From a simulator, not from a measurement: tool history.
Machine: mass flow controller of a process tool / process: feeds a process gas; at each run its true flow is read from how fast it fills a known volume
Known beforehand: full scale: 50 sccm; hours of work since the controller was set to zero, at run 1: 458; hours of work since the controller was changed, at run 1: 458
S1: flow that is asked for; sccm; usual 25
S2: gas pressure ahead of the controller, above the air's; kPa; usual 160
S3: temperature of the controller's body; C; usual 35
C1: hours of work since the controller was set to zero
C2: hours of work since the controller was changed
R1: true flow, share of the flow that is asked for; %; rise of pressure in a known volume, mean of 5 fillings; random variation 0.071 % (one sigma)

run,day,S1,S2,S3,C1,C2,R1
1,0,25,160,35,458,458,99.89
2,14.192,25,160,35,588,588,99.79
3,25.95,25,160,26,697,697,99.11
4,35.825,25,160,22,788,788,98.72
5,44.717,25,160,22,869,869,98.87
6,57.542,25,160,22,987,987,98.87
7,69.133,25,160,22,1094,1094,99.12
8,78.896,25,160,35,1184,1184,100.36
9,86.35,25,160,35,1253,1253,100.36
10,99.283,25,160,35,1372,1372,100.56
11,111.708,25,160,35,1486,1486,100.51
12,121.792,11,160,35,1579,1579,99.84
13,132.329,25,160,35,1676,1676,100.6
14,140.208,25,208,35,1748,1748,100.7
15,153.358,25,208,35,1869,1869,100.81
16,160.704,25,211,35,1937,1937,100.88
17,172.392,31,211,35,2044,2044,101.21
18,183.371,6,160,35,2145,2145,100.07
19,193.942,6,160,35,2243,2243,100.05
20,204.654,26,160,35,2341,2341,101.01
21,217.333,26,160,25,2458,2458,100.05
22,224.408,25,160,35,2523,2523,101.07
23,236.712,8,191,23,2636,2636,99.38
24,243.471,18,172,28,2698,2698,100.17
25,253.496,18,172,28,2791,2791,100.18
26,262.971,18,172,28,2878,2878,100.37
# day 277.488: gauge calibrated
27,277.488,48,148,33,3011,3011,100.63
28,288.938,48,148,33,3117,3117,100.62
29,296.675,48,194,33,3188,3188,100.93
30,309.625,37,218,35,3307,3307,100.75
31,316.375,18,234,25,3369,3369,98.85
32,324.238,18,234,23,3442,3442,98.82
33,332.575,14,211,22,3518,3518,98.51
34,345.896,14,211,22,3641,3641,98.58
35,353.933,21,211,22,3715,3715,98.97
36,360.783,25,160,22,3778,3778,98.96
37,368.238,25,160,22,3847,3847,99.1
38,381.738,45,198,33,3971,3971,101.21
39,396.442,10,151,25,4106,4106,98.92
40,404.204,10,151,25,4178,4178,99.11
41,412.958,25,277,35,4258,4258,100.98
42,422.012,47,232,22,4342,4342,100.49
43,436.654,25,146,35,4476,4476,100.95

Entry by entry between the runs, the difference in hidden state between the last listed run before and the first listed run after:
From run 26 to run 27: gauge calibrated (day 277.488)
  drift of the gauge itself on true_pct, %: 1.48 -> 0
  the result without the hidden state subtracted from the measured one, R1: +1.45 -> -0.01 %
